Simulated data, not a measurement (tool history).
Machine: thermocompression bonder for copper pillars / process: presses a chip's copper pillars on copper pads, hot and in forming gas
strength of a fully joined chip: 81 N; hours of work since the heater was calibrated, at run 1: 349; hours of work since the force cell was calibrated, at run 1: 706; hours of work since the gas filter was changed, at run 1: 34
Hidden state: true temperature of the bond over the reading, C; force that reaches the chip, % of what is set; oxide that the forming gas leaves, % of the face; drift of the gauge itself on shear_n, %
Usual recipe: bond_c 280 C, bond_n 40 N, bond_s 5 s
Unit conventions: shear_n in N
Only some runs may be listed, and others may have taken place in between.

run   hour  bond_c  bond_n  bond_s  hours of work since the heater was calibrated  hours of work since the force cell was calibrated  hours of work since the gas filter was changed  shear_n
  1    0.0     280      40       5                                            349                                                706                                              34     55.0
  2   24.7     258      40       5                                            361                                                719                                              47     46.0
  3   53.5     280      40       5                                            376                                                733                                              61     54.8
  4   76.6     280      40       5                                            387                                                745                                              73     53.9
  5  106.6     261      40       5                                            402                                                760                                              88     46.2
  6  132.1     261      40       5                                            415                                                773                                             101     46.7
  7  151.9     261      40       4                                            425                                                782                                             111     43.6
  8  182.4     280      26       5                                            440                                                798                                             126     42.6
     195.7  -- force cell calibrated
  9  211.9     280      26       5                                            454                                                  8                                             140     44.9
 10  235.7     280      40       5                                            466                                                 20                                             152     54.5
 11  252.2     280      40       5                                            475                                                 28                                             160     53.4
 12  271.2     280      28       5                                            484                                                 38                                             170     45.2
 13  287.7     280      39       5                                            492                                                 46                                             178     54.0
 14  314.1     289      53       3                                            505                                                 59                                             191     55.0
     338.5  -- forming gas filter changed
 15  338.5     289      53       3                                            517                                                 71                                               0     59.6
 16  369.7     299      32       8                                            533                                                 87                                              16     63.7
 17  386.1     299      32       8                                            541                                                 95                                              24     63.9
 18  406.5     278      42       7                                            552                                                105                                              34     61.2
 19  421.5     263      46       7                                            559                                                113                                              42     58.7

Run 20 is up next; what results do you expect?
 20  456.3     280      24      10                                            576                                                130                                              59        ?

shear_n: 53.9 N
If the tool had no hidden condition, the same run with the same run-to-run variation would have returned shear_n 53.5 N.
